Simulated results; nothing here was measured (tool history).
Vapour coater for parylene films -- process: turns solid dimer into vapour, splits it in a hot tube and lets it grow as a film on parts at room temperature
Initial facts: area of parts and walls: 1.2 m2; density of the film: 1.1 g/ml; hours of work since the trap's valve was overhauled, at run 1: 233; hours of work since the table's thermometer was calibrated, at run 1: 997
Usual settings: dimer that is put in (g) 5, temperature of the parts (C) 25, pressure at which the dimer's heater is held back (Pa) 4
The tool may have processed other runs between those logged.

run   hour  dimer that is put in (g)  temperature of the parts (C)  pressure at which the dimer's heater is held back (Pa)  hours of work since the trap's valve was overhauled  hours of work since the table's thermometer was calibrated  thickness of the film (nm)
  1      0                         5                            25                                                       4                                                  233                                                         997                        2830
  2   16.8                         5                            25                                                       4                                                  246                                                        1011                        2790
  3   33.9                         5                            25                                                       4                                                  260                                                        1025                        2760
  4   61.8                         5                            25                                                       4                                                  283                                                        1047                        2730
  5   90.8                         5                            25                                                       4                                                  306                                                        1071                        2780
  6  113.9                         5                            25                                                       4                                                  325                                                        1090                        2710
  7  131.5                         5                            27                                                       4                                                  339                                                        1104                        2620
     139.9  -- trap's valve overhauled
  8  165.9                         5                            27                                                       4                                                   21                                                        1129                        2840
  9  183.3                         5                            17                                                       4                                                   35                                                        1143                        3430
 10  213.1                         5                            17                                                       4                                                   59                                                        1167                        3360
 11    238                         5                            25                                                       4                                                   80                                                        1187                        2830
 12    269                         5                            25                                                       4                                                  105                                                        1212                        2890
 13  292.7                         5                            25                                                       4                                                  124                                                        1232                        2860
 14    314                         5                            25                                                       4                                                  142                                                        1249                        2890
 15  336.8                         5                            25                                                       4                                                  160                                                        1267                        2850
 16  356.9                         5                            25                                                       4                                                  176                                                        1284                        2890
 17    374                         5                            25                                                       4                                                  190                                                        1298                        2790
 18  404.5                         5                            25                                                    9.18                                                  215                                                        1323                        2420
 19  431.2                         5                            19                                                       4                                                  237                                                        1344                        3050
 20  454.1                         5                            19                                                       4                                                  255                                                        1363                        3120
 21  476.4                         5                            19                                                       4                                                  274                                                        1381                        3080
 22  505.3                         3                            17                                                    2.89                                                  297                                                        1404                        2020
 23  519.6                         3                            17                                                    2.89                                                  309                                                        1416                        1980
 24    551                         4                            17                                                    3.44                                                  334                                                        1442                        2520
       564  -- trap's valve overhauled
 25  576.1                         9                            25                                                    8.46                                                   10                                                        1459                        4690
 26  603.7                         5                            25                                                    5.59                                                   32                                                        1481                        2780
 27  628.6                         5                            25                                                    5.59                                                   53                                                        1501                        2760
 28  656.9                         5                            25                                                    5.59                                                   75                                                        1524                        2760
 29  682.8                         5                            25                                                    5.83                                                   97                                                        1545                        2670
 30  706.7                         3                            27                                                       4                                                  116                                                        1565                        1640
 31  736.4                         6                            19                                                     4.6                                                  140                                                        1589                        3750
 32  758.2                         6                            24                                                     3.8                                                  158                                                        1607                        3490
 33  773.4                         2                            25                                                    8.55                                                  170                                                        1619                         940
 34  797.4                         2                            25                                                    8.55                                                  190                                                        1639                         990
 35  830.3                         7                            35                                                    8.55                                                  216                                                        1665                        2790
 36  848.1                         7                            35                                                    8.55                                                  231                                                        1680                        2770
 37  878.9                         8                            17                                                       4                                                  256                                                        1705                        5010

Some steps in thickness of the film (nm) between neighbouring runs. How much of each would the tool show without its hidden state too (settings, what came in, random variation), and how much is left for the hidden state, with any gauge scatter that isn't in both results?
The hidden state here: vapour lost through the trap's worn valve, %; true temperature of the parts over the reading, C; drift of the gauge itself on film_um, %.
Run 7 -> 8: trap's valve overhauled. thickness of the film (nm) +220: hidden state +290, all else -70.
Run 24 -> 25: dimer that is put in (g) 4 -> 9, temperature of the parts (C) 17 -> 25, pressure at which the dimer's heater is held back (Pa) 3.44 -> 8.46, trap's valve overhauled. thickness of the film (nm) +2170: hidden state +250, all else +1920.
Run 32 -> 33: dimer that is put in (g) 6 -> 2, temperature of the parts (C) 24 -> 25, pressure at which the dimer's heater is held back (Pa) 3.8 -> 8.55. thickness of the film (nm) -2550: hidden state +170, all else -2720.
Run 36 -> 37: dimer that is put in (g) 7 -> 8, temperature of the parts (C) 35 -> 17, pressure at which the dimer's heater is held back (Pa) 8.55 -> 4. thickness of the film (nm) +2240: hidden state -280, all else +2520.
